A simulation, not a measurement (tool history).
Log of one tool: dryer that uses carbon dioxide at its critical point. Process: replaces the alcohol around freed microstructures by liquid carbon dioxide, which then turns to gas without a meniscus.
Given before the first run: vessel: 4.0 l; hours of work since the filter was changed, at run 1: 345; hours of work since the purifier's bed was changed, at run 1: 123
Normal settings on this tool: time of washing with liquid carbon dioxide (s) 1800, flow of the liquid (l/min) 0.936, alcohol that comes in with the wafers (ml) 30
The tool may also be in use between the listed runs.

run   hour  time of washing with liquid carbon dioxide (s)  flow of the liquid (l/min)  alcohol that comes in with the wafers (ml)  hours of work since the filter was changed  hours of work since the purifier's bed was changed  alcohol left in the vessel before it's heated (ppm by volume)
  1    0.0                                            1800                       0.936                                          30                                         345                                                 123                                                             51
  2   10.2                                            1800                       0.936                                          30                                         349                                                 127                                                             40
  3   19.9                                            1800                       0.936                                          30                                         353                                                 131                                                             49
  4   26.6                                            1800                       0.936                                          30                                         356                                                 134                                                             38
  5   39.4                                            1800                       0.936                                          30                                         361                                                 139                                                             45
  6   46.8                                            1800                       0.936                                          30                                         364                                                 142                                                             42
  7   55.9                                            1800                       0.936                                          30                                         368                                                 146                                                             40
  8   69.5                                            1140                       0.936                                          30                                         373                                                 151                                                            160
  9   76.2                                            1140                       0.936                                          30                                         376                                                 154                                                            163
 10   90.7                                            1140                       0.936                                          30                                         382                                                 160                                                            154
 11  105.1                                            1800                       0.936                                          30                                         388                                                 166                                                             56
 12  113.1                                            1800                       1.049                                          30                                         391                                                 169                                                             46
 13  126.8                                            1800                       0.936                                          26                                         397                                                 175                                                             65
 14  135.7                                            1800                       0.936                                          30                                         401                                                 179                                                             58
 15  142.7                                            2460                       0.936                                          30                                         404                                                 182                                                             44
 16  157.6                                            1800                       0.936                                          30                                         410                                                 188                                                             64
 17  164.7                                            1800                       1.077                                          30                                         413                                                 191                                                             48
 18  180.0                                            2820                       1.077                                          30                                         419                                                 197                                                             50
 19  190.6                                            2820                       1.077                                          30                                         423                                                 201                                                             45
 20  198.9                                            2820                       1.077                                          30                                         427                                                 205                                                             51
 21  210.3                                            1800                       1.508                                          30                                         432                                                 209                                                             47
     213.9  -- inlet filter changed
 22  218.7                                            1800                       1.508                                          30                                           2                                                 212                                                             44
 23  232.4                                            1800                       1.508                                          30                                           8                                                 218                                                             49
 24  244.6                                            1800                       0.936                                          29                                          13                                                 223                                                             53
 25  258.9                                            1680                       1.452                                          22                                          19                                                 229                                                             50
 26  267.8                                            1260                       1.287                                          30                                          22                                                 233                                                             61
 27  276.6                                            1260                       1.287                                          30                                          26                                                 236                                                             72
 28  288.8                                            1260                       1.287                                          30                                          31                                                 241                                                             64
 29  298.6                                            2040                       0.592                                          23                                          35                                                 246                                                            115
 30  314.0                                            1680                       0.695                                          30                                          41                                                 252                                                            124
 31  328.7                                            1200                       0.934                                          83                                          47                                                 258                                                            291
 32  344.5                                            1560                       1.036                                          34                                          54                                                 264                                                             67
 33  352.3                                            1560                       1.036                                          34                                          57                                                 268                                                             64
 34  364.9                                            1740                       0.936                                          53                                          62                                                 273                                                             77
 35  371.6                                            1380                       0.936                                          65                                          65                                                 276                                                            154
 36  387.4                                            2100                       0.936                                          28                                          72                                                 282                                                             57
 37  402.9                                            2100                       0.936                                          28                                          78                                                 289                                                             68
 38  410.9                                            2700                       1.291                                         105                                          81                                                 292                                                             58
 39  425.7                                            2700                       0.755                                          83                                          87                                                 298                                                             78
 40  438.6                                            1380                       0.614                                          23                                          93                                                 303                                                            276
 41  448.0                                            1800                       0.867                                          30                                          97                                                 307                                                             87
 42  457.4                                            2280                       0.936                                         113                                         101                                                 311                                                             81
 43  470.8                                            2100                       1.584                                          52                                         106                                                 317                                                             72
 44  480.1                                            1680                       1.160                                          51                                         110                                                 320                                                             79
 45  491.3                                            1680                       1.160                                          51                                         115                                                 325                                                             73
 46  503.4                                            1740                       0.936                                          61                                         120                                                 330                                                            107
 47  519.0                                            1740                       0.936                                          61                                         126                                                 337                                                            103

Measured result minus the same run's result without the hidden state. Both carry the same run-to-run variation, though not necessarily the same gauge scatter:
Hidden state present: flow that reaches the vessel past the clogged filter, %; alcohol in the recycled carbon dioxide, ppm; drift of the gauge itself on alcohol_ppm, %.
run  alcohol left in the vessel before it's heated (ppm by volume)
  1                                                            +32
  2                                                            +31
  3                                                            +33
  4                                                            +33
  5                                                            +35
  6                                                            +34
  7                                                            +35
  8                                                            +65
  9                                                            +67
 10                                                            +70
 11                                                            +41
 12                                                            +38
 13                                                            +41
 14                                                            +44
 15                                                            +40
 16                                                            +46
 17                                                            +41
 18                                                            +42
 19                                                            +43
 20                                                            +43
 21                                                            +45
 22                                                            +44
 23                                                            +47
 24                                                            +49
 25                                                            +48
 26                                                            +50
 27                                                            +52
 28                                                            +52
 29                                                            +55
 30                                                            +57
 31                                                            +70
 32                                                            +57
 33                                                            +58
 34                                                            +61
 35                                                            +65
 36                                                            +57
 37                                                            +62
 38                                                            +58
 39                                                            +64
 40                                                            +79
 41                                                            +66
 42                                                            +69
 43                                                            +65
 44                                                            +69
 45                                                            +67
 46                                                            +74
 47                                                            +74

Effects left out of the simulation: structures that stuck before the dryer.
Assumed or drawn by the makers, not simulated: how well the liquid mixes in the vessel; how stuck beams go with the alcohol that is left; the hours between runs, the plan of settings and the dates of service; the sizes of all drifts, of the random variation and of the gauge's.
